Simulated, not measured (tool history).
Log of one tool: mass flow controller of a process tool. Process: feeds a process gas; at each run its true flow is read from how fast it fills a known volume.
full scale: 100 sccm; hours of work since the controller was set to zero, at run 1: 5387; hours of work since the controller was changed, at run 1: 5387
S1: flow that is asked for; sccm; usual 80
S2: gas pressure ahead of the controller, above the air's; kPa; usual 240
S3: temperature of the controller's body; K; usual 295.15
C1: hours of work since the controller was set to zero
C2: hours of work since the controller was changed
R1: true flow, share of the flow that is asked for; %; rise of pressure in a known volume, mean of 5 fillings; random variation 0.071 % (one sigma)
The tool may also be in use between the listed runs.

Run 1, hour 0: usual settings; C1 5387; C2 5387. Result: R1 102.81 %.
Run 2, hour 214.5: usual settings; C1 5543; C2 5543. Result: R1 102.78 %.
Run 3, hour 405.7: usual settings; C1 5681; C2 5681. Result: R1 102.94 %.
Run 4, hour 512.9: usual settings; C1 5759; C2 5759. Result: R1 103.04 %.
Run 5, hour 655: usual settings; C1 5861; C2 5861. Result: R1 102.93 %.
Run 6, hour 821.9: usual settings; C1 5982; C2 5982. Result: R1 103.07 %.
Run 7, hour 1027.8: usual settings; C1 6131; C2 6131. Result: R1 103.13 %.
Run 8, hour 1142.7: usual settings; C1 6215; C2 6215. Result: R1 103.22 %.
Run 9, hour 1281.7: usual settings; C1 6315; C2 6315. Result: R1 103.19 %.
Run 10, hour 1481.7: usual settings; C1 6460; C2 6460. Result: R1 103.23 %.
Run 11, hour 1698.3: usual settings; C1 6617; C2 6617. Result: R1 103.24 %.
Run 12, hour 1900.3: usual settings; C1 6763; C2 6763. Result: R1 103.47 %.
Run 13, hour 2066.2: usual settings; C1 6883; C2 6883. Result: R1 103.47 %.
Run 14, hour 2271.3: usual settings but S2 163 kPa; C1 7032; C2 7032. Result: R1 104.05 %.
Run 15, hour 2482.1: usual settings but S2 163 kPa; C1 7184; C2 7184. Result: R1 104.07 %.
Run 16, hour 2634.5: usual settings but S2 163 kPa; C1 7295; C2 7295. Result: R1 104.25 %.
Run 17, hour 2805.6: usual settings; C1 7419; C2 7419. Result: R1 103.73 %.
Run 18, hour 3026.3: usual settings but S2 253 kPa; C1 7578; C2 7578. Result: R1 103.81 %.
Run 19, hour 3235.9: usual settings but S2 253 kPa; C1 7730; C2 7730. Result: R1 104.02 %.
Run 20, hour 3374.4: usual settings; C1 7831; C2 7831. Result: R1 104.13 %.
At hour 3536.8: controller's zero set anew.
Run 21, hour 3591.1: usual settings but S3 296.15 K; C1 39; C2 7987. Result: R1 103.5 %.
Run 22, hour 3776.1: usual settings but S3 296.15 K; C1 173; C2 8121. Result: R1 103.68 %.
Run 23, hour 3931.7: usual settings but S1 27 sccm, S2 241 kPa, S3 298.15 K; C1 286; C2 8234. Result: R1 103.2 %.
Run 24, hour 4124.4: usual settings but S1 17 sccm, S3 310.15 K; C1 425; C2 8373. Result: R1 102.14 %.
Run 25, hour 4248.7: usual settings but S1 94 sccm, S2 147 kPa, S3 308.15 K; C1 515; C2 8463. Result: R1 103.42 %.
Run 26, hour 4392.7: usual settings but S1 94 sccm, S2 147 kPa, S3 308.15 K; C1 620; C2 8567. Result: R1 103.18 %.
Run 27, hour 4581: usual settings but S1 22 sccm, S2 147 kPa, S3 308.15 K; C1 756; C2 8704. Result: R1 103.09 %.
Run 28, hour 4728.9: usual settings but S1 38 sccm, S2 191 kPa, S3 311.15 K; C1 863; C2 8811. Result: R1 102.44 %.
Run 29, hour 4894.9: usual settings but S1 93 sccm, S2 246 kPa, S3 300.15 K; C1 983; C2 8931. Result: R1 103.77 %.
Run 30, hour 5076.4: usual settings but S2 211 kPa, S3 303.15 K; C1 1115; C2 9062. Result: R1 103.62 %.
Run 31, hour 5283.5: usual settings but S2 211 kPa, S3 303.15 K; C1 1265; C2 9212. Result: R1 103.75 %.
Run 32, hour 5436.7: usual settings but S1 52 sccm, S2 182 kPa, S3 294.15 K; C1 1376; C2 9323. Result: R1 104.58 %.
Run 33, hour 5607.6: usual settings but S1 52 sccm, S2 182 kPa, S3 313.15 K; C1 1499; C2 9447. Result: R1 102.7 %.
Run 34, hour 5814.2: usual settings but S1 37 sccm, S2 145 kPa, S3 296.15 K; C1 1649; C2 9597. Result: R1 104.62 %.
At hour 5934.2: controller exchanged for a calibrated one.
Run 35, hour 6014.4: usual settings but S2 258 kPa, S3 310.15 K; C1 58; C2 58. Result: R1 98.42 %.
Run 36, hour 6151.7: usual settings but S1 18 sccm, S2 179 kPa, S3 303.15 K; C1 157; C2 157. Result: R1 99.11 %.
Run 37, hour 6295.6: usual settings but S2 243 kPa, S3 302.15 K; C1 262; C2 262. Result: R1 99.38 %.
Run 38, hour 6455.9: usual settings but S2 243 kPa, S3 302.15 K; C1 378; C2 378. Result: R1 99.25 %.
Run 39, hour 6608.2: usual settings but S1 32 sccm; C1 488; C2 488. Result: R1 99.85 %.
Run 40, hour 6836.4: usual settings but S1 32 sccm; C1 653; C2 653. Result: R1 99.81 %.

Some steps in R1 between neighbouring runs. How much of each would the tool show without its hidden state too (settings, what came in, random variation), and how much is left for the hidden state, with any gauge scatter that isn't in both results?
The hidden state here: flow at rest that the sensor doesn't see, % of full scale; true flow over the shown one, %; drift of the gauge itself on true_pct, %.
Run 20 -> 21: S3 295.15 -> 296.15, controller's zero set anew. R1 -0.63 %: hidden state -0.37, all else -0.26.
Run 26 -> 27: S1 94 -> 22. R1 -0.09 %: hidden state +0.4, all else -0.49.
Run 32 -> 33: S3 294.15 -> 313.15. R1 -1.88 %: hidden state +0.06, all else -1.94.
Run 33 -> 34: S1 52 -> 37, S2 182 -> 145, S3 313.15 -> 296.15. R1 +1.92 %: hidden state +0.18, all else +1.74.
Run 34 -> 35: S1 37 -> 80, S2 145 -> 258, S3 296.15 -> 310.15, controller exchanged for a calibrated one. R1 -6.2 %: hidden state -4.81, all else -1.39.
